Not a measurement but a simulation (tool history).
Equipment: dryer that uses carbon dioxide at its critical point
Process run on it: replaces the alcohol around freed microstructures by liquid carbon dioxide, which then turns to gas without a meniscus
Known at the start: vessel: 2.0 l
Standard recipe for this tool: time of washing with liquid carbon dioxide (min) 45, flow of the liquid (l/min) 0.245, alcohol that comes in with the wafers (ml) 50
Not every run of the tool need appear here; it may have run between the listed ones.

run   hour  time of washing with liquid carbon dioxide (min)  flow of the liquid (l/min)  alcohol that comes in with the wafers (ml)  alcohol left in the vessel before it's heated (ppm by volume)
  1    0.0                                                45                       0.245                                          50                                                            188
  2    8.0                                                45                       0.245                                          50                                                            198
  3   18.4                                                45                       0.245                                          45                                                            167
  4   23.8                                                45                       0.245                                          45                                                            177
  5   34.6                                                45                       0.245                                          45                                                            172
  6   41.3                                                45                       0.245                                          45                                                            177
  7   48.3                                                45                       0.245                                          45                                                            183
  8   57.5                                                64                       0.245                                          50                                                             46
  9   63.6                                                64                       0.245                                          50                                                             34
 10   70.8                                                64                       0.245                                          50                                                             38
 11   77.9                                                45                       0.245                                          50                                                            205
 12   85.3                                                45                       0.245                                          50                                                            202
 13   91.2                                                45                       0.245                                          50                                                            206
 14   99.1                                                45                       0.245                                          50                                                            209
 15  105.5                                                45                       0.299                                          50                                                             82
 16  115.8                                                45                       0.299                                          50                                                             98
 17  121.4                                                45                       0.245                                          92                                                            386
 18  128.6                                                45                       0.245                                          92                                                            395
 19  137.0                                                45                       0.245                                          50                                                            209
 20  146.8                                                45                       0.245                                          50                                                            231
 21  153.2                                                45                       0.245                                          50                                                            236
 22  161.3                                                45                       0.245                                          50                                                            221
 23  169.5                                                45                       0.245                                          50                                                            233
 24  179.9                                                45                       0.257                                          41                                                            161
 25  186.5                                                45                       0.257                                          41                                                            166
 26  192.6                                                45                       0.322                                          90                                                            114
 27  202.9                                                45                       0.322                                          90                                                            118
 28  212.0                                                45                       0.322                                          90                                                            118
 29  222.5                                                45                       0.391                                          53                                                             36
 30  232.6                                                45                       0.245                                          28                                                            152
 31  239.8                                                37                       0.412                                          80                                                            103
 32  248.1                                                37                       0.412                                          80                                                             94
 33  255.6                                                37                       0.412                                          80                                                            104
 34  263.6                                                37                       0.412                                          80                                                            106
 35  269.0                                                45                       0.177                                          22                                                            373
 36  275.4                                                49                       0.383                                          21                                                             30
 37  283.0                                                68                       0.245                                          50                                                             62
 38  287.5                                                68                       0.245                                          50                                                             53
 39  292.5                                                68                       0.245                                          50                                                             52
 40  299.4                                                40                       0.245                                          50                                                            431
 41  309.9                                                40                       0.218                                          63                                                            805
 42  315.1                                                55                       0.153                                          95                                                           1246
 43  325.4                                                55                       0.153                                          95                                                           1288
 44  334.1                                                64                       0.245                                          60                                                             76
 45  341.1                                                51                       0.245                                          50                                                            161
 46  345.7                                                37                       0.245                                          39                                                            459

Some steps in alcohol left in the vessel before it's heated (ppm by volume), run to run, broken into two amounts with sign: the step expected even without the hidden condition (settings, incoming material, random variation), and the rest, left for the hidden condition together with whatever gauge scatter is not in both the measured and the hidden-condition-free result:
The hidden state here: flow that reaches the vessel past the clogged filter, %; alcohol in the recycled carbon dioxide, ppm; drift of the gauge itself on alcohol_ppm, %.
Run 39 -> 40: time of washing with liquid carbon dioxide (min) 68 -> 40. alcohol left in the vessel before it's heated (ppm by volume) +379: hidden state +110, all else +269.
Run 41 -> 42: time of washing with liquid carbon dioxide (min) 40 -> 55, flow of the liquid (l/min) 0.218 -> 0.153, alcohol that comes in with the wafers (ml) 63 -> 95. alcohol left in the vessel before it's heated (ppm by volume) +441: hidden state +123, all else +318.
Run 43 -> 44: time of washing with liquid carbon dioxide (min) 55 -> 64, flow of the liquid (l/min) 0.153 -> 0.245, alcohol that comes in with the wafers (ml) 95 -> 60. alcohol left in the vessel before it's heated (ppm by volume) -1212: hidden state -339, all else -873.
